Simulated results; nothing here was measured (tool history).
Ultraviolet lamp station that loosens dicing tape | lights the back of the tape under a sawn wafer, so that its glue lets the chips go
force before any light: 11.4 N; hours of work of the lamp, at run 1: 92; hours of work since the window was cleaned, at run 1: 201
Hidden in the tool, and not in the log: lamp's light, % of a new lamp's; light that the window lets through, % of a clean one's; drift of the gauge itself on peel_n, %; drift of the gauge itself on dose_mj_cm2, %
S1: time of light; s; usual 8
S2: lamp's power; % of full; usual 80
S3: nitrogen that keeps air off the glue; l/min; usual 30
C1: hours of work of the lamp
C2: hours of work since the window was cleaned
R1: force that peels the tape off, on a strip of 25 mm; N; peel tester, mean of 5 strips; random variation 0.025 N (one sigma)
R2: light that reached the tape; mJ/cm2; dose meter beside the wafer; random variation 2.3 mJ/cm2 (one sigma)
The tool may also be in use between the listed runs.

| run | hour | S1 | S2 | S3 | C1 | C2 | R1 | R2 |
|---|---|---|---|---|---|---|---|---|
| 1 | 0 | 8 | 80 | 30 | 92 | 201 | 1.612 | 201 |
| 2 | 13 | 8 | 80 | 30 | 97 | 207 | 1.587 | 202 |
| 3 | 32.9 | 8 | 80 | 24 | 105 | 215 | 1.833 | 199 |
| 4 | 56.3 | 8 | 80 | 24 | 115 | 224 | 1.809 | 203 |
| 5 | 80.7 | 8 | 80 | 24 | 125 | 234 | 1.899 | 195 |
| 6 | 99.1 | 8 | 80 | 30 | 132 | 242 | 1.675 | 197 |
| 7 | 123.2 | 8 | 80 | 30 | 142 | 251 | 1.712 | 193 |
| 8 | 133.5 | 8 | 80 | 9 | 146 | 255 | 3.11 | 195 |
| 9 | 150.3 | 14 | 80 | 30 | 153 | 262 | 0.526 | 340 |
|  | 171.1 | window cleaned of glue's vapour |
| 10 | 172.2 | 14 | 80 | 17 | 162 | 0 | 0.541 | 393 |
| 11 | 194.6 | 14 | 80 | 17 | 171 | 10 | 0.543 | 386 |
| 12 | 205.1 | 14 | 80 | 17 | 175 | 14 | 0.544 | 384 |
| 13 | 225.9 | 7 | 80 | 12 | 183 | 22 | 2.811 | 195 |
| 14 | 247.6 | 8 | 93 | 30 | 192 | 31 | 1.015 | 255 |
| 15 | 263.3 | 11 | 94 | 37 | 198 | 37 | 0.404 | 345 |
| 16 | 273.2 | 9 | 94 | 19 | 202 | 41 | 1.062 | 287 |
| 17 | 296.1 | 7 | 73 | 12 | 212 | 51 | 3.288 | 171 |
| 18 | 309.8 | 5 | 66 | 22 | 217 | 56 | 4.191 | 111 |
| 19 | 331 | 4 | 83 | 38 | 226 | 65 | 3.515 | 110 |
| 20 | 344.3 | 7 | 83 | 30 | 231 | 70 | 1.773 | 194 |
| 21 | 361.4 | 7 | 83 | 30 | 238 | 77 | 1.779 | 190 |
| 22 | 384.9 | 7 | 83 | 30 | 248 | 86 | 1.747 | 189 |
| 23 | 395.3 | 7 | 83 | 30 | 252 | 91 | 1.797 | 188 |
| 24 | 411.1 | 5 | 89 | 10 | 258 | 97 | 4.022 | 144 |

Forecast each of these 4 alternatives for the next run:
| A | 428.7 | 8 | 65 | 17 | 265 | 104 | ? | ? |
| B | 428.7 | 8 | 75 | 9 | 265 | 104 | ? | ? |
| C | 428.7 | 15 | 80 | 11 | 265 | 104 | ? | ? |
| D | 428.7 | 8 | 87 | 11 | 265 | 104 | ? | ? |

| run | R1 | R2 |
|---|---|---|
| A | 2.869 | 167 |
| B | 3.076 | 191 |
| C | 0.781 | 389 |
| D | 2.309 | 224 |
Without the tool's hidden state the same runs would have given:
| run | R1 | R2 |
|---|---|---|
| A | 2.407 | 189 |
| B | 2.61 | 217 |
| C | 0.576 | 439 |
| D | 1.89 | 253 |
